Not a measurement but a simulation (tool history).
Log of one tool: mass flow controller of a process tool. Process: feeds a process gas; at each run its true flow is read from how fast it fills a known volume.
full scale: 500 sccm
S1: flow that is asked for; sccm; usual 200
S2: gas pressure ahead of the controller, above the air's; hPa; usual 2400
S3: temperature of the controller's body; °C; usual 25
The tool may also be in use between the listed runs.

run 1 day=0.000 | S1=200 S2=2400 S3=25 | true_flow_(%)=98.77
run 2 day=4.046 | S1=80 S2=2400 S3=25 | true_flow_(%)=98.97
run 3 day=8.083 | S1=80 S2=2400 S3=25 | true_flow_(%)=98.83
run 4 day=11.700 | S1=80 S2=2400 S3=25 | true_flow_(%)=98.96
run 5 day=14.088 | S1=200 S2=2400 S3=25 | true_flow_(%)=98.79
run 6 day=16.483 | S1=200 S2=2400 S3=25 | true_flow_(%)=98.85
run 7 day=19.962 | S1=200 S2=2400 S3=27 | true_flow_(%)=98.64
-- day=20.250 controller's zero set anew
run 8 day=23.762 | S1=200 S2=2400 S3=25 | true_flow_(%)=99.05
run 9 day=26.929 | S1=200 S2=2400 S3=25 | true_flow_(%)=99.09
run 10 day=30.779 | S1=119 S2=2400 S3=22 | true_flow_(%)=99.33
-- day=33.396 controller's zero set anew, once more
run 11 day=34.512 | S1=200 S2=1580 S3=25 | true_flow_(%)=98.09
run 12 day=37.129 | S1=200 S2=2400 S3=24 | true_flow_(%)=98.64
run 13 day=40.271 | S1=200 S2=2400 S3=33 | true_flow_(%)=97.89
run 14 day=43.588 | S1=200 S2=2380 S3=40 | true_flow_(%)=97.53
run 15 day=46.808 | S1=200 S2=2380 S3=40 | true_flow_(%)=97.33
run 16 day=49.238 | S1=200 S2=2380 S3=40 | true_flow_(%)=97.58

4 ways to go on from here, each from the tool as it stands after run 16. What would each give?
run A day=52.850 | S1=106 S2=1550 S3=25 | true_flow_(%)=?
run B day=52.850 | S1=144 S2=1460 S3=32 | true_flow_(%)=?
run C day=52.850 | S1=223 S2=1530 S3=34 | true_flow_(%)=?
run D day=52.850 | S1=200 S2=2290 S3=40 | true_flow_(%)=?

run=A true_flow_(%)=97.62
run=B true_flow_(%)=97.33
run=C true_flow_(%)=97.57
run=D true_flow_(%)=97.42
Without the tool's hidden state the same runs would have given:
run=A true_flow_(%)=97.79
run=B true_flow_(%)=97.62
run=C true_flow_(%)=97.97
run=D true_flow_(%)=97.81
